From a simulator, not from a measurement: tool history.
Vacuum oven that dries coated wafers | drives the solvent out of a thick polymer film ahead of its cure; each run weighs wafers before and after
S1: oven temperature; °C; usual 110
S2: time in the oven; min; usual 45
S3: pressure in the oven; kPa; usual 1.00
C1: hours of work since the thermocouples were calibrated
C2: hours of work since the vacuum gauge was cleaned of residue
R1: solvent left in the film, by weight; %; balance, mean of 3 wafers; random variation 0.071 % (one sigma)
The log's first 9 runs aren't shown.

run 10 hour=486.6 | S1=110 S2=45 S3=1.00 | C1=187 C2=763 | R1=5.05
run 11 hour=522.9 | S1=110 S2=45 S3=3.11 | C1=207 C2=782 | R1=5.74
run 12 hour=583.9 | S1=110 S2=45 S3=3.11 | C1=240 C2=815 | R1=5.66
run 13 hour=641.7 | S1=100 S2=45 S3=1.00 | C1=271 C2=847 | R1=9.71
run 14 hour=714.8 | S1=110 S2=42 S3=1.00 | C1=311 C2=887 | R1=5.47
run 15 hour=783.5 | S1=110 S2=45 S3=1.97 | C1=348 C2=924 | R1=5.31
run 16 hour=830.9 | S1=110 S2=45 S3=1.00 | C1=374 C2=950 | R1=5.00
run 17 hour=896.7 | S1=110 S2=45 S3=1.00 | C1=410 C2=986 | R1=4.86
run 18 hour=928.6 | S1=110 S2=45 S3=1.00 | C1=427 C2=1003 | R1=5.00
run 19 hour=984.6 | S1=110 S2=45 S3=0.79 | C1=458 C2=1033 | R1=4.88
run 20 hour=1048.1 | S1=110 S2=45 S3=1.00 | C1=492 C2=1068 | R1=4.81
run 21 hour=1089.1 | S1=110 S2=45 S3=1.00 | C1=514 C2=1090 | R1=5.00
run 22 hour=1125.4 | S1=110 S2=45 S3=1.00 | C1=534 C2=1110 | R1=4.92
run 23 hour=1177.9 | S1=110 S2=45 S3=1.00 | C1=563 C2=1138 | R1=4.96
run 24 hour=1240.1 | S1=110 S2=45 S3=1.00 | C1=597 C2=1172 | R1=4.82
run 25 hour=1286.2 | S1=110 S2=45 S3=1.00 | C1=622 C2=1197 | R1=4.91
run 26 hour=1351.9 | S1=110 S2=45 S3=1.00 | C1=657 C2=1233 | R1=4.83
run 27 hour=1385.8 | S1=118 S2=40 S3=2.64 | C1=676 C2=1252 | R1=2.77
run 28 hour=1419.6 | S1=110 S2=57 S3=1.00 | C1=694 C2=1270 | R1=3.36
run 29 hour=1468.1 | S1=125 S2=32 S3=0.63 | C1=721 C2=1296 | R1=1.57

The next listed run, before its measurement:
run 30 hour=1543.2 | S1=125 S2=50 S3=0.63 | C1=761 C2=1337 | R1=?

{"run 30": {"R1": 0.49}}
Without the tool's hidden state the same run would have given R1 0.53 %.
